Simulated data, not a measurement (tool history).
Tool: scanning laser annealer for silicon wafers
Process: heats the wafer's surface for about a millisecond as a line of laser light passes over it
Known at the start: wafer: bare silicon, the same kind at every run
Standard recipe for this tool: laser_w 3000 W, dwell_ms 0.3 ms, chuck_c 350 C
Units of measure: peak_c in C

run	hour	laser_w	dwell_ms	chuck_c	peak_c
1	0	3000	0.3	350	1118
2	26.7	3000	0.3	380	1149
3	63.6	3000	0.3	380	1144
4	126.1	3000	0.3	380	1142
5	163.5	3000	0.3	380	1144
6	198.3	3000	0.3	350	1115
7	232.2	3000	0.3	350	1113
# hour 276.8: window over the wafer cleaned
8	282.7	3000	0.3	350	1130
9	308.6	3000	0.3	350	1130
10	363.4	3000	0.3	350	1129
11	402.9	3109	0.3	350	1159
12	466.6	3109	0.3	350	1161
13	511.3	3109	0.3	350	1160
14	545.7	3109	0.3	350	1161
15	581.6	3000	0.3	350	1126
16	619.5	3176	0.3	350	1177
17	682.7	3176	0.3	350	1177
18	721.7	3176	0.3	350	1177
19	765.5	2574	0.3	350	1001
20	825	3000	0.29	350	1109
21	857.6	3053	0.29	313	1091
22	904.7	3053	0.29	313	1088
# hour 913.9: optics aligned, line set to its width
23	970.2	3000	0.3	325	1082
24	1007.8	3000	0.3	325	1085
25	1037.5	3000	0.3	325	1081
# hour 1082.2: optics aligned, line set to its width, once more
26	1084	3243	0.3	327	1195
27	1112.3	3243	0.34	388	1309
28	1158.4	2887	0.303	388	1150
29	1202.2	2838	0.346	344	1140
30	1237.4	2690	0.265	317	975
31	1266.6	3116	0.232	317	1042
32	1325.8	3116	0.232	317	1040
33	1378.3	2728	0.232	317	940
34	1410.8	3188	0.232	317	1060
35	1461.3	2863	0.214	317	952
36	1490.6	2591	0.317	317	1005
37	1538.8	3000	0.281	359	1119
38	1587.6	3005	0.33	340	1169
39	1635.5	3000	0.259	314	1044
40	1694.5	2722	0.313	330	1047

Some steps in peak_c, run to run, broken into two amounts with sign: the step expected even without the hidden condition (settings, incoming material, random variation), and the rest, left for the hidden condition together with whatever gauge scatter is not in both the measured and the hidden-condition-free result:
Unlogged tool condition in this case: light that passes the window, % of a clean one's; laser's true power over the reading, %; width of the line over the set one, %; drift of the gauge itself on peak_c, C.
Run 7 -> 8: window over the wafer cleaned. peak_c +17 C: hidden state +16, all else +1.
Run 18 -> 19: laser_w 3176 -> 2574. peak_c -176 C: hidden state +4, all else -180.
Run 22 -> 23: laser_w 3053 -> 3000, dwell_ms 0.29 -> 0.3, chuck_c 313 -> 325, optics aligned, line set to its width. peak_c -6 C: hidden state -16, all else +10.
Run 25 -> 26: laser_w 3000 -> 3243, chuck_c 325 -> 327, optics aligned, line set to its width, once more. peak_c +114 C: hidden state +35, all else +79.
Run 27 -> 28: laser_w 3243 -> 2887, dwell_ms 0.34 -> 0.303. peak_c -159 C: hidden state -1, all else -158.
Run 29 -> 30: laser_w 2838 -> 2690, dwell_ms 0.346 -> 0.265, chuck_c 344 -> 317. peak_c -165 C: hidden state +1, all else -166.

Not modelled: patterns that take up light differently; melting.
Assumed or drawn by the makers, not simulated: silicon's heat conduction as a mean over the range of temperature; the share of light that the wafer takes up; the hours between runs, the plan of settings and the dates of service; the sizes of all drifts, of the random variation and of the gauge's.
